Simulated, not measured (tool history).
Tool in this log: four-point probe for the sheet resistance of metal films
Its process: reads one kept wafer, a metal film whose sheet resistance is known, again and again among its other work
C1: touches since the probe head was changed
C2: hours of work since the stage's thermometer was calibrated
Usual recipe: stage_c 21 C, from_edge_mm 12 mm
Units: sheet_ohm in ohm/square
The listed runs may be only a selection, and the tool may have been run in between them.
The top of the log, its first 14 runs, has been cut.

{"run": 15, "hour": 742.1, "stage_c": 21, "from_edge_mm": 12, "C1": 72294, "C2": 1510, "sheet_ohm": 0.031879}
{"run": 16, "hour": 804.7, "stage_c": 21, "from_edge_mm": 12, "C1": 75530, "C2": 1549, "sheet_ohm": 0.031885}
{"run": 17, "hour": 837.7, "stage_c": 27, "from_edge_mm": 12, "C1": 77233, "C2": 1570, "sheet_ohm": 0.031688}
{"run": 18, "hour": 902.1, "stage_c": 27, "from_edge_mm": 57, "C1": 80557, "C2": 1610, "sheet_ohm": 0.031599}
{"run": 19, "hour": 964.0, "stage_c": 27, "from_edge_mm": 57, "C1": 83752, "C2": 1648, "sheet_ohm": 0.031599}
{"run": 20, "hour": 1012.9, "stage_c": 21, "from_edge_mm": 12, "C1": 86275, "C2": 1679, "sheet_ohm": 0.03182}
{"run": 21, "hour": 1091.6, "stage_c": 30, "from_edge_mm": 9, "C1": 90341, "C2": 1728, "sheet_ohm": 0.031551}
{"run": 22, "hour": 1135.6, "stage_c": 21, "from_edge_mm": 10, "C1": 92612, "C2": 1755, "sheet_ohm": 0.031815}
{"run": 23, "hour": 1184.4, "stage_c": 21, "from_edge_mm": 8, "C1": 95135, "C2": 1785, "sheet_ohm": 0.031831}
{"run": 24, "hour": 1241.6, "stage_c": 34, "from_edge_mm": 7, "C1": 98084, "C2": 1821, "sheet_ohm": 0.031437}
{"hour": 1255.9, "done": "new probe head fitted"}
{"run": 25, "hour": 1301.8, "stage_c": 34, "from_edge_mm": 7, "C1": 2369, "C2": 1858, "sheet_ohm": 0.031896}
{"run": 26, "hour": 1378.6, "stage_c": 34, "from_edge_mm": 7, "C1": 6333, "C2": 1905, "sheet_ohm": 0.031878}
{"run": 27, "hour": 1431.7, "stage_c": 21, "from_edge_mm": 47, "C1": 9075, "C2": 1938, "sheet_ohm": 0.032125}
{"run": 28, "hour": 1492.9, "stage_c": 25, "from_edge_mm": 13, "C1": 12236, "C2": 1976, "sheet_ohm": 0.032029}
{"run": 29, "hour": 1537.4, "stage_c": 19, "from_edge_mm": 25, "C1": 14532, "C2": 2004, "sheet_ohm": 0.03218}
{"run": 30, "hour": 1600.7, "stage_c": 20, "from_edge_mm": 12, "C1": 17799, "C2": 2043, "sheet_ohm": 0.032175}
{"run": 31, "hour": 1679.6, "stage_c": 18, "from_edge_mm": 61, "C1": 21873, "C2": 2092, "sheet_ohm": 0.032173}
{"run": 32, "hour": 1734.5, "stage_c": 30, "from_edge_mm": 54, "C1": 24709, "C2": 2127, "sheet_ohm": 0.031759}
{"run": 33, "hour": 1805.2, "stage_c": 21, "from_edge_mm": 35, "C1": 28360, "C2": 2171, "sheet_ohm": 0.032043}
{"run": 34, "hour": 1878.4, "stage_c": 23, "from_edge_mm": 7, "C1": 32141, "C2": 2216, "sheet_ohm": 0.032091}
{"run": 35, "hour": 1957.4, "stage_c": 23, "from_edge_mm": 46, "C1": 36219, "C2": 2265, "sheet_ohm": 0.031939}
{"run": 36, "hour": 2000.6, "stage_c": 23, "from_edge_mm": 6, "C1": 38448, "C2": 2292, "sheet_ohm": 0.032115}
{"run": 37, "hour": 2069.5, "stage_c": 23, "from_edge_mm": 6, "C1": 42007, "C2": 2335, "sheet_ohm": 0.032102}
{"run": 38, "hour": 2141.5, "stage_c": 29, "from_edge_mm": 6, "C1": 45726, "C2": 2380, "sheet_ohm": 0.031878}

Branching from run 38: 5 alternative next runs. What would each branch give?
{"run": "A", "hour": 2203.4, "stage_c": 23, "from_edge_mm": 6, "C1": 48917, "C2": 2418, "sheet_ohm": "?"}
{"run": "B", "hour": 2203.4, "stage_c": 34, "from_edge_mm": 18, "C1": 48917, "C2": 2418, "sheet_ohm": "?"}
{"run": "C", "hour": 2203.4, "stage_c": 20, "from_edge_mm": 35, "C1": 48917, "C2": 2418, "sheet_ohm": "?"}
{"run": "D", "hour": 2203.4, "stage_c": 31, "from_edge_mm": 15, "C1": 48917, "C2": 2418, "sheet_ohm": "?"}
{"run": "E", "hour": 2203.4, "stage_c": 25, "from_edge_mm": 8, "C1": 48917, "C2": 2418, "sheet_ohm": "?"}

run=A sheet_ohm=0.032054
run=B sheet_ohm=0.03156
run=C sheet_ohm=0.031972
run=D sheet_ohm=0.03164
run=E sheet_ohm=0.031905
Had the tool no hidden state, the same runs would have come out as:
run=A sheet_ohm=0.032393
run=B sheet_ohm=0.031895
run=C sheet_ohm=0.03231
run=D sheet_ohm=0.031975
run=E sheet_ohm=0.032242

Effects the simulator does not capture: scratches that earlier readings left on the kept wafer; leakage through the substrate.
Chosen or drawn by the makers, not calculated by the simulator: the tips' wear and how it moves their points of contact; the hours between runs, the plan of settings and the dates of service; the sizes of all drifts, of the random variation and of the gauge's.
